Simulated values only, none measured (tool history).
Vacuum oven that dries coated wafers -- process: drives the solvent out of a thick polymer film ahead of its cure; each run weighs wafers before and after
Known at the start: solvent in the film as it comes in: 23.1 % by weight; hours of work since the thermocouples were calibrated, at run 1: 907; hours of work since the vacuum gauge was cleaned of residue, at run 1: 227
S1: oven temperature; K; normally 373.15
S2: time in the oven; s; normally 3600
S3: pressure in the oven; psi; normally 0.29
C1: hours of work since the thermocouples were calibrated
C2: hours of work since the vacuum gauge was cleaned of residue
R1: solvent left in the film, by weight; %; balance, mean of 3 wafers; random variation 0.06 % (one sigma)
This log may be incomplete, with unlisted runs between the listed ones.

| run | hour | S1 | S2 | S3 | C1 | C2 | R1 |
|---|---|---|---|---|---|---|---|
| 1 | 0 | 373.15 | 3600 | 0.29 | 907 | 227 | 3.97 |
| 2 | 32.5 | 373.15 | 3600 | 0.64 | 921 | 241 | 4.6 |
| 3 | 77.9 | 373.15 | 3600 | 0.29 | 940 | 260 | 3.94 |
| 4 | 115.4 | 373.15 | 3600 | 0.29 | 955 | 275 | 3.87 |
| 5 | 167.9 | 373.15 | 3600 | 0.29 | 977 | 297 | 3.97 |
| 6 | 192.7 | 360.15 | 3600 | 0.29 | 987 | 307 | 8.76 |
| 7 | 224.8 | 360.15 | 3600 | 0.29 | 1001 | 321 | 8.94 |
| 8 | 276.3 | 360.15 | 3600 | 0.241 | 1022 | 342 | 8.76 |
| 9 | 326.9 | 373.15 | 3600 | 0.29 | 1044 | 364 | 3.94 |
| 10 | 374.4 | 373.15 | 3600 | 0.29 | 1063 | 383 | 4.05 |
| 11 | 402.3 | 373.15 | 6180 | 0.29 | 1075 | 395 | 1.65 |
| 12 | 426.3 | 373.15 | 6180 | 0.29 | 1085 | 405 | 1.77 |
| 13 | 478.5 | 373.15 | 4440 | 0.29 | 1107 | 427 | 2.92 |
| 14 | 519.5 | 373.15 | 4440 | 0.29 | 1124 | 444 | 2.97 |
| 15 | 542.1 | 373.15 | 4440 | 0.29 | 1133 | 453 | 2.94 |
| 16 | 575.8 | 373.15 | 6000 | 0.29 | 1147 | 467 | 1.8 |
| 17 | 605 | 373.15 | 2340 | 0.157 | 1160 | 480 | 6.44 |
| 18 | 656.3 | 373.15 | 2340 | 0.157 | 1181 | 501 | 6.48 |

Run 19 is up next; what results do you expect?
| 19 | 701.2 | 387.15 | 2340 | 0.157 | 1200 | 520 | ? |

Run 19 gave R1 2.23 %.
Without the tool's hidden state the same run would have given R1 1.77 %.

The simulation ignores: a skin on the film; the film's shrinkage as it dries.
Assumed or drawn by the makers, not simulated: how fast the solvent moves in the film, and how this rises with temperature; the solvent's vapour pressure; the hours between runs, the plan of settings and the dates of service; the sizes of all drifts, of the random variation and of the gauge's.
